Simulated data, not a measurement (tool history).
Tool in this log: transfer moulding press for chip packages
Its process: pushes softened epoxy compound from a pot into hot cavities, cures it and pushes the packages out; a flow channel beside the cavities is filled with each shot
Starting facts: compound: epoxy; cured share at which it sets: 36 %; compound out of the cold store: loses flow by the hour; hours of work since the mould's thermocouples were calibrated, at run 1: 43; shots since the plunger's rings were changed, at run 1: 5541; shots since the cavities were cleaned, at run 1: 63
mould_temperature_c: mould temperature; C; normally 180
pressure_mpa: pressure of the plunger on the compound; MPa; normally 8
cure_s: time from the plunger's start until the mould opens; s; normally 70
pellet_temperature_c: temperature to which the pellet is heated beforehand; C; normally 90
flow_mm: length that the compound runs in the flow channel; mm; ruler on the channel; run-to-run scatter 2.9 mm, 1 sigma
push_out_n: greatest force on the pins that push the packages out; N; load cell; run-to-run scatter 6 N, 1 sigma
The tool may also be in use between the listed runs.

| run | hour | mould_temperature_c | pressure_mpa | cure_s | pellet_temperature_c | hours of work since the mould's thermocouples were calibrated | shots since the plunger's rings were changed | shots since the cavities were cleaned | incoming compound's hours out of the cold store | flow_mm | push_out_n |
|---|---|---|---|---|---|---|---|---|---|---|---|
| 1 | 0 | 180 | 8 | 70 | 90 | 43 | 5541 | 63 | 20.3 | 935 | 256 |
| 2 | 18.3 | 180 | 8 | 70 | 90 | 52 | 5756 | 278 | 27.7 | 896 | 296 |
| 3 | 37.7 | 180 | 8 | 70 | 90 | 61 | 5985 | 507 | 33.2 | 869 | 324 |
| 4 | 47.4 | 180 | 8 | 70 | 90 | 66 | 6098 | 620 | 25.6 | 903 | 337 |
|  | 69.7 | cavities cleaned with cleaning compound and waxed |
| 5 | 70.4 | 180 | 8 | 70 | 90 | 76 | 6351 | 8 | 47.6 | 808 | 399 |
| 6 | 86.6 | 180 | 8 | 70 | 90 | 84 | 6542 | 199 | 18.2 | 940 | 416 |
| 7 | 99.6 | 180 | 8 | 50 | 90 | 90 | 6695 | 352 | 33.3 | 867 | 818 |
|  | 107.4 | plunger's sealing rings changed |
| 8 | 123.6 | 180 | 7.39 | 70 | 90 | 101 | 191 | 604 | 26.8 | 911 | 398 |
| 9 | 135.1 | 180 | 7.39 | 70 | 90 | 106 | 326 | 739 | 9.2 | 994 | 436 |
|  | 147.4 | cavities cleaned with cleaning compound and waxed |
| 10 | 156.9 | 180 | 7.39 | 70 | 90 | 116 | 565 | 113 | 20.1 | 945 | 257 |
|  | 170.9 | cavities cleaned with cleaning compound and waxed, once more |
| 11 | 172.9 | 180 | 7.39 | 70 | 90 | 123 | 735 | 23 | 34.7 | 868 | 227 |
| 12 | 190.3 | 180 | 7.39 | 70 | 90 | 131 | 940 | 228 | 12.2 | 975 | 304 |
| 13 | 210.3 | 180 | 7.39 | 70 | 90 | 141 | 1175 | 463 | 42.5 | 836 | 300 |
| 14 | 225 | 180 | 7.39 | 80 | 90 | 148 | 1347 | 635 | 24.6 | 911 | 291 |
|  | 246.6 | cavities cleaned with cleaning compound and waxed |
| 15 | 246.6 | 180 | 6.31 | 70 | 85 | 157 | 1583 | 0 | 10.5 | 905 | 233 |
| 16 | 266.6 | 180 | 6.42 | 54 | 90 | 167 | 1819 | 236 | 16.5 | 883 | 506 |
| 17 | 282.2 | 180 | 6.42 | 54 | 98 | 174 | 2002 | 419 | 12.9 | 905 | 532 |
| 18 | 295.2 | 183 | 6.42 | 54 | 97 | 180 | 2154 | 571 | 39.7 | 772 | 405 |
| 19 | 314 | 183 | 6.42 | 54 | 97 | 189 | 2376 | 793 | 30.3 | 811 | 474 |
|  | 322.8 | cavities cleaned with cleaning compound and waxed |
| 20 | 326.6 | 183 | 6.42 | 54 | 97 | 195 | 2506 | 45 | 34.6 | 788 | 306 |
| 21 | 341.1 | 183 | 6.42 | 54 | 97 | 202 | 2676 | 215 | 20.3 | 846 | 370 |
| 22 | 357.7 | 178 | 8 | 63 | 86 | 210 | 2871 | 410 | 9 | 1029 | 463 |
| 23 | 376.8 | 183 | 8 | 55 | 84 | 219 | 3096 | 635 | 35.2 | 878 | 425 |

Estimate the outcome of run 24 from the log above:
| 24 | 392 | 183 | 7.76 | 102 | 88 | 226 | 3274 | 813 | 9.3 | ? | ? |

Run 24 produced flow_mm 978 mm, push_out_n 277 N.
With the hidden condition absent and the run-to-run variation left alone, this run would have shown flow_mm 1006 mm, push_out_n 176 N.
